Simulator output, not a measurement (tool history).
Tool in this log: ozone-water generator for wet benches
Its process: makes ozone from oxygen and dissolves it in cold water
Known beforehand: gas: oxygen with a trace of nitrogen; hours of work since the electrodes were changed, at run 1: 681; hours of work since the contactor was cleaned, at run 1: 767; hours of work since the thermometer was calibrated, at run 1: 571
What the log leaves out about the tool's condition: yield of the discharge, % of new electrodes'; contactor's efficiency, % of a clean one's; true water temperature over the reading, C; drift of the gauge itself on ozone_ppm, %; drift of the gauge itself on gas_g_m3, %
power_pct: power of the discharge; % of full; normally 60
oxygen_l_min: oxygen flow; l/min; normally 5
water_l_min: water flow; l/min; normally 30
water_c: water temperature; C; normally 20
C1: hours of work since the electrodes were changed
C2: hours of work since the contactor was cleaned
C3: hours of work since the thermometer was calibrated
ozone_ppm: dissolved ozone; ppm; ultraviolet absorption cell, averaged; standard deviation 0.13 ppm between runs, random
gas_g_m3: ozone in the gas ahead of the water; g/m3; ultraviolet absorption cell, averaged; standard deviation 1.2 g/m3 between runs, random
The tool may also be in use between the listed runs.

Run 1, hour 0: usual settings; C1 681; C2 767; C3 571. Result: ozone_ppm 12.7 ppm, gas_g_m3 204.5 g/m3.
Run 2, hour 51.7: usual settings but water_l_min 39 l/min; C1 714; C2 800; C3 604. Result: ozone_ppm 9.7 ppm, gas_g_m3 203 g/m3.
Run 3, hour 84.5: usual settings but water_l_min 39 l/min; C1 735; C2 821; C3 625. Result: ozone_ppm 9.7 ppm, gas_g_m3 203.5 g/m3.
Run 4, hour 138.5: usual settings; C1 770; C2 855; C3 659. Result: ozone_ppm 12.7 ppm, gas_g_m3 201 g/m3.
Run 5, hour 170.2: usual settings; C1 790; C2 875; C3 680. Result: ozone_ppm 12.7 ppm, gas_g_m3 203.5 g/m3.
Run 6, hour 221: usual settings; C1 822; C2 908; C3 712. Result: ozone_ppm 12.9 ppm, gas_g_m3 201.9 g/m3.
Run 7, hour 280.1: usual settings; C1 860; C2 946; C3 750. Result: ozone_ppm 12.6 ppm, gas_g_m3 201.7 g/m3.
Run 8, hour 334.4: usual settings but oxygen_l_min 5.02 l/min; C1 895; C2 980; C3 784. Result: ozone_ppm 12.5 ppm, gas_g_m3 199.6 g/m3.
Run 9, hour 374.7: usual settings but water_c 24 C; C1 920; C2 1006; C3 810. Result: ozone_ppm 11.9 ppm, gas_g_m3 200.3 g/m3.
Run 10, hour 429.8: usual settings but water_c 24 C; C1 956; C2 1041; C3 845. Result: ozone_ppm 12.2 ppm, gas_g_m3 201.6 g/m3.
Run 11, hour 480.8: usual settings but water_l_min 19 l/min; C1 988; C2 1074; C3 878. Result: ozone_ppm 18.7 ppm, gas_g_m3 201.6 g/m3.
Run 12, hour 539.9: usual settings; C1 1026; C2 1111; C3 915. Result: ozone_ppm 12.6 ppm, gas_g_m3 201.3 g/m3.
Run 13, hour 579.3: usual settings; C1 1051; C2 1136; C3 941. Result: ozone_ppm 12.7 ppm, gas_g_m3 201.3 g/m3.
Run 14, hour 636.6: usual settings; C1 1087; C2 1173; C3 977. Result: ozone_ppm 12.7 ppm, gas_g_m3 199.5 g/m3.
Run 15, hour 691.8: usual settings; C1 1123; C2 1208; C3 1012. Result: ozone_ppm 12.5 ppm, gas_g_m3 202.3 g/m3.
Run 16, hour 721.3: usual settings; C1 1141; C2 1227; C3 1031. Result: ozone_ppm 12.7 ppm, gas_g_m3 200.4 g/m3.
Run 17, hour 772.9: usual settings but water_c 23 C; C1 1174; C2 1260; C3 1064. Result: ozone_ppm 12 ppm, gas_g_m3 198.6 g/m3.
Run 18, hour 829.8: usual settings but power_pct 80 % of full, oxygen_l_min 4.16 l/min; C1 1211; C2 1296; C3 1100. Result: ozone_ppm 15.6 ppm, gas_g_m3 283 g/m3.
Run 19, hour 878.5: usual settings but power_pct 80 % of full, oxygen_l_min 4.16 l/min, water_l_min 39 l/min; C1 1242; C2 1327; C3 1131. Result: ozone_ppm 11.8 ppm, gas_g_m3 283.1 g/m3.
Run 20, hour 925.2: usual settings but power_pct 80 % of full, oxygen_l_min 3.08 l/min, water_l_min 38 l/min; C1 1271; C2 1357; C3 1161. Result: ozone_ppm 11.2 ppm, gas_g_m3 329.1 g/m3.
Run 21, hour 964: usual settings but power_pct 80 % of full, oxygen_l_min 3.08 l/min, water_l_min 38 l/min; C1 1296; C2 1382; C3 1186. Result: ozone_ppm 11.5 ppm, gas_g_m3 330 g/m3.
Run 22, hour 1008.1: usual settings but power_pct 80 % of full, oxygen_l_min 3.08 l/min, water_l_min 38 l/min; C1 1324; C2 1410; C3 1214. Result: ozone_ppm 11.2 ppm, gas_g_m3 327.7 g/m3.
Run 23, hour 1037.9: usual settings but water_l_min 33 l/min, water_c 26 C; C1 1343; C2 1429; C3 1233. Result: ozone_ppm 10.4 ppm, gas_g_m3 199.1 g/m3.
At hour 1045.9: contactor cleaned.
Run 24, hour 1079.9: usual settings but water_c 22 C; C1 1368; C2 22; C3 1257. Result: ozone_ppm 11.9 ppm, gas_g_m3 198.5 g/m3.
Run 25, hour 1125.3: usual settings but power_pct 61 % of full, water_l_min 36 l/min, water_c 18 C; C1 1397; C2 51; C3 1286. Result: ozone_ppm 10.7 ppm, gas_g_m3 203 g/m3.
Run 26, hour 1158.8: usual settings but power_pct 93 % of full, oxygen_l_min 5.83 l/min, water_l_min 36 l/min, water_c 28 C; C1 1418; C2 72; C3 1308. Result: ozone_ppm 13.9 ppm, gas_g_m3 272.6 g/m3.
Run 27, hour 1219: usual settings but power_pct 62 % of full, oxygen_l_min 8.1 l/min, water_l_min 19 l/min, water_c 27 C; C1 1456; C2 110; C3 1346. Result: ozone_ppm 16 ppm, gas_g_m3 160.4 g/m3.
At hour 1239.8: contactor cleaned, once more.
Run 28, hour 1266.2: usual settings but oxygen_l_min 5.51 l/min, water_l_min 43 l/min, water_c 18 C; C1 1484; C2 17; C3 1374. Result: ozone_ppm 9.1 ppm, gas_g_m3 189.6 g/m3.
Run 29, hour 1326.4: usual settings but power_pct 73 % of full, oxygen_l_min 2.89 l/min, water_l_min 34 l/min; C1 1522; C2 55; C3 1412. Result: ozone_ppm 11.8 ppm, gas_g_m3 307.3 g/m3.
Run 30, hour 1350.5: usual settings but power_pct 73 % of full, oxygen_l_min 2.89 l/min, water_l_min 26 l/min; C1 1538; C2 71; C3 1427. Result: ozone_ppm 15.5 ppm, gas_g_m3 309.2 g/m3.
Run 31, hour 1391.1: usual settings but water_l_min 38 l/min, water_c 13 C; C1 1563; C2 96; C3 1453. Result: ozone_ppm 10.6 ppm, gas_g_m3 197.5 g/m3.
Run 32, hour 1429.7: usual settings but power_pct 71 % of full, oxygen_l_min 7.73 l/min, water_l_min 28 l/min, water_c 18 C; C1 1588; C2 121; C3 1478. Result: ozone_ppm 16.7 ppm, gas_g_m3 185.6 g/m3.
Run 33, hour 1470.6: usual settings but power_pct 71 % of full, oxygen_l_min 7.73 l/min, water_l_min 28 l/min, water_c 18 C; C1 1614; C2 147; C3 1504. Result: ozone_ppm 16.6 ppm, gas_g_m3 185.4 g/m3.

For each entry between runs, how does the tool's hidden state at the last listed run before it compare with that at the first listed run after it?
Run 23 -> run 24: contactor cleaned (hour 1045.9)
  yield of the discharge, % of new electrodes': 94.8 -> 94.7; contactor's efficiency, % of a clean one's: 95.2 -> 93.2
  difference, measured minus the result without the unlogged condition, ozone_ppm: -0.8 -> -1.2 ppm; gas_g_m3: -9.3 -> -9.5 g/m3
Run 27 -> run 28: contactor cleaned, once more (hour 1239.8)
  yield of the discharge, % of new electrodes': 94.4 -> 94.3; contactor's efficiency, % of a clean one's: 92.9 -> 99.4
  difference, measured minus the result without the unlogged condition, ozone_ppm: -1.6 -> -0.5 ppm; gas_g_m3: -8.4 -> -9.8 g/m3
